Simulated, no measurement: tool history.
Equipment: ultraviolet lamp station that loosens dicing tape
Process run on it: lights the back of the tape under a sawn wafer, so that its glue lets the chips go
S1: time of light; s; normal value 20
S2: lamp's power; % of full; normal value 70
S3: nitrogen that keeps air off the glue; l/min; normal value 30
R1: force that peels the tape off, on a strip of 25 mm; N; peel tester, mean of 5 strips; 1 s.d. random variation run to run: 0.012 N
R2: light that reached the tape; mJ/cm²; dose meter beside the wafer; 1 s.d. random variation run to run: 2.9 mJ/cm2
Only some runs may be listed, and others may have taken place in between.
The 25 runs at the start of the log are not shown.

| run | hour | S1 | S2 | S3 | R1 | R2 |
|---|---|---|---|---|---|---|
| 26 | 325.6 | 12 | 70 | 15 | 1.682 | 242 |
| 27 | 336.9 | 12 | 70 | 15 | 1.677 | 243 |
| 28 | 354.2 | 28 | 60 | 33 | 0.414 | 477 |
| 29 | 364.3 | 28 | 60 | 33 | 0.423 | 481 |
| 30 | 377.8 | 22 | 83 | 12 | 0.773 | 518 |
| 31 | 393.2 | 22 | 83 | 12 | 0.761 | 522 |
| 32 | 404.1 | 22 | 83 | 12 | 0.787 | 518 |
| 33 | 420.0 | 25 | 86 | 30 | 0.289 | 616 |
| 34 | 437.0 | 25 | 86 | 30 | 0.294 | 606 |
| 35 | 453.7 | 27 | 74 | 30 | 0.337 | 561 |
| 36 | 461.9 | 13 | 63 | 30 | 1.321 | 230 |
| 37 | 471.3 | 15 | 64 | 31 | 1.092 | 262 |
| 38 | 489.3 | 15 | 64 | 31 | 1.063 | 262 |
| 39 | 503.2 | 10 | 82 | 30 | 1.306 | 227 |
| 40 | 516.9 | 10 | 82 | 30 | 1.291 | 224 |
| 41 | 533.9 | 26 | 92 | 14 | 0.449 | 663 |
| 42 | 543.5 | 14 | 97 | 52 | 0.475 | 374 |
| 43 | 554.8 | 20 | 70 | 13 | 1.127 | 389 |

Branching from run 43: 3 alternative next runs. What would each branch give?
| A | 572.3 | 28 | 97 | 19 | ? | ? |
| B | 572.3 | 32 | 70 | 15 | ? | ? |
| C | 572.3 | 20 | 71 | 30 | ? | ? |

| run | R1 | R2 |
|---|---|---|
| A | 0.291 | 751 |
| B | 0.490 | 611 |
| C | 0.639 | 390 |
Without the tool's hidden state the same runs would have given:
| run | R1 | R2 |
|---|---|---|
| A | 0.244 | 829 |
| B | 0.410 | 675 |
| C | 0.541 | 430 |
